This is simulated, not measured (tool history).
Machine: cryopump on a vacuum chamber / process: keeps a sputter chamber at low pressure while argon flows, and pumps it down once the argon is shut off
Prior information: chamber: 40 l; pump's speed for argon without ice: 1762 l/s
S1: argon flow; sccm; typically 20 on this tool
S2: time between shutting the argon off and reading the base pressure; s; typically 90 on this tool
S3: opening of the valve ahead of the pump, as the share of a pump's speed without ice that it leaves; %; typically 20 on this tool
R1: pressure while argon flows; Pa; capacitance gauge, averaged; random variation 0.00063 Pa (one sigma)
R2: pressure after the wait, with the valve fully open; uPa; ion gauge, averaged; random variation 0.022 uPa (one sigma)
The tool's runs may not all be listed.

run 1 day=0 | S1=20 S2=90 S3=20 | R1=0.0984 R2=1
run 2 day=2.175 | S1=20 S2=90 S3=17 | R1=0.1174 R2=1.05
run 3 day=4.521 | S1=20 S2=90 S3=24 | R1=0.0838 R2=1.09
run 4 day=6.312 | S1=20 S2=90 S3=20 | R1=0.1002 R2=1.11
run 5 day=8.279 | S1=20 S2=90 S3=20 | R1=0.0992 R2=1.16
run 6 day=10.754 | S1=20 S2=90 S3=20 | R1=0.1012 R2=1.2
run 7 day=11.788 | S1=20 S2=90 S3=20 | R1=0.0992 R2=1.27
run 8 day=13.45 | S1=20 S2=90 S3=20 | R1=0.1007 R2=1.26
run 9 day=15.683 | S1=20 S2=90 S3=20 | R1=0.1017 R2=1.24
run 10 day=17.404 | S1=20 S2=90 S3=20 | R1=0.1021 R2=1.33
run 11 day=19.817 | S1=20 S2=90 S3=20 | R1=0.1008 R2=1.39
run 12 day=21.692 | S1=20 S2=90 S3=20 | R1=0.103 R2=1.41
run 13 day=23.979 | S1=20 S2=90 S3=20 | R1=0.1028 R2=1.42
run 14 day=25.979 | S1=20 S2=90 S3=20 | R1=0.1042 R2=1.42
run 15 day=28.179 | S1=12 S2=90 S3=20 | R1=0.0627 R2=1.47
run 16 day=29.604 | S1=34 S2=90 S3=20 | R1=0.1782 R2=1.6
run 17 day=31.746 | S1=34 S2=90 S3=20 | R1=0.1754 R2=1.66
run 18 day=33.396 | S1=34 S2=90 S3=20 | R1=0.1784 R2=1.75
run 19 day=34.992 | S1=34 S2=90 S3=20 | R1=0.18 R2=1.74
run 20 day=36.996 | S1=20 S2=74 S3=20 | R1=0.106 R2=1.85
run 21 day=38.529 | S1=16 S2=90 S3=35 | R1=0.0527 R2=1.8
-- day=40.358 pump warmed up, emptied and cooled again
run 22 day=41.225 | S1=16 S2=90 S3=20 | R1=0.0762 R2=1.36
run 23 day=42.479 | S1=20 S2=90 S3=18 | R1=0.1073 R2=1.4
run 24 day=44.346 | S1=20 S2=215 S3=17 | R1=0.1135 R2=1.2
run 25 day=45.488 | S1=20 S2=215 S3=17 | R1=0.116 R2=1.22
run 26 day=46.862 | S1=15 S2=276 S3=20 | R1=0.0732 R2=1.18
run 27 day=49.342 | S1=15 S2=276 S3=20 | R1=0.0729 R2=1.24
run 28 day=51.279 | S1=18 S2=276 S3=20 | R1=0.0885 R2=1.29
run 29 day=53.558 | S1=18 S2=276 S3=20 | R1=0.0882 R2=1.29
run 30 day=54.829 | S1=18 S2=276 S3=20 | R1=0.0887 R2=1.37
run 31 day=56.975 | S1=34 S2=90 S3=45 | R1=0.0783 R2=1.6
run 32 day=59.283 | S1=13 S2=28 S3=16 | R1=0.0793 R2=2.65
run 33 day=61.325 | S1=28 S2=90 S3=19 | R1=0.1462 R2=1.7
run 34 day=63.158 | S1=28 S2=80 S3=31 | R1=0.0913 R2=1.82
run 35 day=65.183 | S1=28 S2=80 S3=31 | R1=0.0925 R2=1.89

Predict each of these 3 candidate next runs independently; none follows another, all start after run 35:
run A day=66.508 | S1=9 S2=90 S3=16 | R1=? R2=?
run B day=66.508 | S1=8 S2=300 S3=20 | R1=? R2=?
run C day=66.508 | S1=20 S2=37 S3=42 | R1=? R2=?

run=A R1=0.0574 R2=1.82
run=B R1=0.0395 R2=1.62
run=C R1=0.0509 R2=2.37
With the hidden condition removed and each run's random variation left untouched, the same runs would have given:
run=A R1=0.0554 R2=0.55
run=B R1=0.0377 R2=0.28
run=C R1=0.0464 R2=1.11
